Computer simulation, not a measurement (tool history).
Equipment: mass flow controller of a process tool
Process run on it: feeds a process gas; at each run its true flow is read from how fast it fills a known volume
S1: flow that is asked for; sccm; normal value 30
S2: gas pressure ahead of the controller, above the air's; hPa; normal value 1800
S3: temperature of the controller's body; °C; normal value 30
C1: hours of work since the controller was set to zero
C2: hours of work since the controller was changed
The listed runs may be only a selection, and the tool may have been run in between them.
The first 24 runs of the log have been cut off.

{"run": 25, "hour": 9901.2, "S1": 27, "S2": 2040, "S3": 35, "C1": 4068, "C2": 4068, "true flow (%)": 98.23}
{"run": 26, "hour": 10210.6, "S1": 27, "S2": 2040, "S3": 40, "C1": 4195, "C2": 4195, "true flow (%)": 98.67}
{"run": 27, "hour": 10654.3, "S1": 27, "S2": 2040, "S3": 40, "C1": 4378, "C2": 4378, "true flow (%)": 98.66}
{"run": 28, "hour": 10897.3, "S1": 27, "S2": 2040, "S3": 40, "C1": 4477, "C2": 4477, "true flow (%)": 98.58}
{"run": 29, "hour": 11356.1, "S1": 27, "S2": 2040, "S3": 40, "C1": 4666, "C2": 4666, "true flow (%)": 98.44}
{"run": 30, "hour": 11880.7, "S1": 17, "S2": 2040, "S3": 30, "C1": 4882, "C2": 4882, "true flow (%)": 96.53}
{"run": 31, "hour": 12197.2, "S1": 19, "S2": 1800, "S3": 30, "C1": 5012, "C2": 5012, "true flow (%)": 96.63}
{"run": 32, "hour": 12498.9, "S1": 6, "S2": 1440, "S3": 35, "C1": 5136, "C2": 5136, "true flow (%)": 92.18}
{"run": 33, "hour": 12868.5, "S1": 10, "S2": 1440, "S3": 24, "C1": 5287, "C2": 5287, "true flow (%)": 93.95}
{"hour": 13187.9, "done": "controller exchanged for a calibrated one"}
{"run": 34, "hour": 13187.9, "S1": 10, "S2": 1600, "S3": 26, "C1": 0, "C2": 0, "true flow (%)": 99.82}
{"run": 35, "hour": 13719.1, "S1": 30, "S2": 1800, "S3": 36, "C1": 218, "C2": 218, "true flow (%)": 100.84}
{"run": 36, "hour": 14066.6, "S1": 30, "S2": 1800, "S3": 36, "C1": 361, "C2": 361, "true flow (%)": 100.7}
{"run": 37, "hour": 14497.5, "S1": 30, "S2": 2110, "S3": 24, "C1": 538, "C2": 538, "true flow (%)": 99.49}
{"run": 38, "hour": 14925.8, "S1": 8, "S2": 1820, "S3": 34, "C1": 714, "C2": 714, "true flow (%)": 99.43}
{"run": 39, "hour": 15471.6, "S1": 8, "S2": 1820, "S3": 34, "C1": 938, "C2": 938, "true flow (%)": 99.1}
{"run": 40, "hour": 15751.0, "S1": 10, "S2": 2710, "S3": 30, "C1": 1053, "C2": 1053, "true flow (%)": 98.62}
{"run": 41, "hour": 15985.7, "S1": 10, "S2": 1480, "S3": 23, "C1": 1150, "C2": 1150, "true flow (%)": 98.39}
{"run": 42, "hour": 16397.6, "S1": 10, "S2": 1480, "S3": 23, "C1": 1319, "C2": 1319, "true flow (%)": 98.16}
{"run": 43, "hour": 16745.4, "S1": 10, "S2": 1480, "S3": 23, "C1": 1462, "C2": 1462, "true flow (%)": 98.04}

Consider 4 possible next runs. They are alternatives, not a sequence: every one starts from the tool as it was left by run 43. What does each give?
{"run": "A", "hour": 16993.8, "S1": 30, "S2": 1800, "S3": 33, "C1": 1564, "C2": 1564, "true flow (%)": "?"}
{"run": "B", "hour": 16993.8, "S1": 16, "S2": 2760, "S3": 23, "C1": 1564, "C2": 1564, "true flow (%)": "?"}
{"run": "C", "hour": 16993.8, "S1": 30, "S2": 1800, "S3": 21, "C1": 1564, "C2": 1564, "true flow (%)": "?"}
{"run": "D", "hour": 16993.8, "S1": 30, "S2": 2420, "S3": 30, "C1": 1564, "C2": 1564, "true flow (%)": "?"}

run=A true_flow_(%)=99.63
run=B true_flow_(%)=97.93
run=C true_flow_(%)=98.55
run=D true_flow_(%)=99.22
Had the tool no hidden state, the same runs would have come out as:
run=A true_flow_(%)=100.54
run=B true_flow_(%)=99.21
run=C true_flow_(%)=99.46
run=D true_flow_(%)=100.13
